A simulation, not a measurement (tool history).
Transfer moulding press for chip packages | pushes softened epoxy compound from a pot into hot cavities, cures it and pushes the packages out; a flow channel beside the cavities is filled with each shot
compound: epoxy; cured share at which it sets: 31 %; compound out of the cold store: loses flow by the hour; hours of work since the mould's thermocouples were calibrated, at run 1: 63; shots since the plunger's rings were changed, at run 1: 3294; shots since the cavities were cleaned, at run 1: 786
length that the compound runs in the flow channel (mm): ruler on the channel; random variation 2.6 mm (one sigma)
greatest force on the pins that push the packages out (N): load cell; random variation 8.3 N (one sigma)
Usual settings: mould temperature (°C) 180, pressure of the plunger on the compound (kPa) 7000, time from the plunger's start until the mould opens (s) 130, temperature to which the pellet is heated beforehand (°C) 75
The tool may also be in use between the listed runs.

run	day	mould temperature (°C)	pressure of the plunger on the compound (kPa)	time from the plunger's start until the mould opens (s)	temperature to which the pellet is heated beforehand (°C)	hours of work since the mould's thermocouples were calibrated	shots since the plunger's rings were changed	shots since the cavities were cleaned	incoming compound's hours out of the cold store	length that the compound runs in the flow channel (mm)	greatest force on the pins that push the packages out (N)
1	0.000	180	7000	130	75	63	3294	786	39.2	814	601
2	0.950	172	7000	130	75	73	3440	932	10.7	973	1248
# day 1.358: cavities cleaned with cleaning compound and waxed
3	1.471	172	7000	130	75	78	3510	17	21.9	924	673
4	2.596	172	7000	130	75	90	3683	190	18.9	933	819
5	3.071	180	7000	149	75	95	3756	263	8.1	940	413
6	3.738	180	7000	130	75	102	3858	365	32.1	840	514
7	4.500	175	7000	130	75	109	3976	483	38.8	838	741
8	5.350	175	7000	130	75	118	4106	613	10.9	959	870
9	6.362	175	7000	130	75	129	4261	768	28.6	880	885
# day 6.650: plunger's sealing rings changed
10	7.288	175	7000	130	75	137	98	894	24.7	917	924
# day 7.942: cavities cleaned with cleaning compound and waxed
11	8.246	175	7000	130	75	147	235	46	30.2	891	550
12	9.167	175	7000	130	75	156	377	188	20.6	934	659
13	10.021	175	7000	130	75	165	508	319	32.3	885	696
14	10.521	175	7000	130	75	170	584	395	9.0	982	802
15	11.492	175	7060	137	75	181	733	544	17.1	946	720
16	12.146	175	7060	137	75	187	834	645	25.8	910	734
17	13.179	177	7000	130	70	198	993	804	25.7	892	779
18	14.242	177	7000	134	81	209	1155	966	12.2	953	797
# day 14.429: cavities cleaned with cleaning compound and waxed
19	15.154	177	7000	134	81	218	1286	111	30.2	876	480
20	16.275	180	6150	130	75	230	1458	283	18.2	854	491
21	16.742	180	5210	130	73	235	1530	355	45.4	696	508
22	17.246	180	5210	130	73	240	1607	432	44.4	697	537
23	18.225	180	5210	130	70	250	1757	582	37.4	719	573
24	19.300	182	7000	122	78	261	1922	747	29.0	853	606
25	20.012	184	7000	154	75	269	2031	856	30.4	845	506
# day 20.912: cavities cleaned with cleaning compound and waxed
26	21.183	184	7000	154	75	280	2201	41	26.8	853	314
27	21.817	188	7000	130	75	287	2298	138	29.7	827	338
28	22.783	188	7000	130	75	297	2447	287	46.0	767	399

Forecast each of these 4 alternatives for the next run:
A	23.633	180	7000	130	80	306	2577	417	22.9	?	?
B	23.633	188	7000	130	68	306	2577	417	36.1	?	?
C	23.633	177	7000	144	75	306	2577	417	31.4	?	?
D	23.633	188	7000	130	73	306	2577	417	10.3	?	?

run	length that the compound runs in the flow channel (mm)	greatest force on the pins that push the packages out (N)
A	881	566
B	801	419
C	867	540
D	902	441
Without the tool's hidden state the same runs would have given:
run	length that the compound runs in the flow channel (mm)	greatest force on the pins that push the packages out (N)
A	898	374
B	816	281
C	883	358
D	920	296
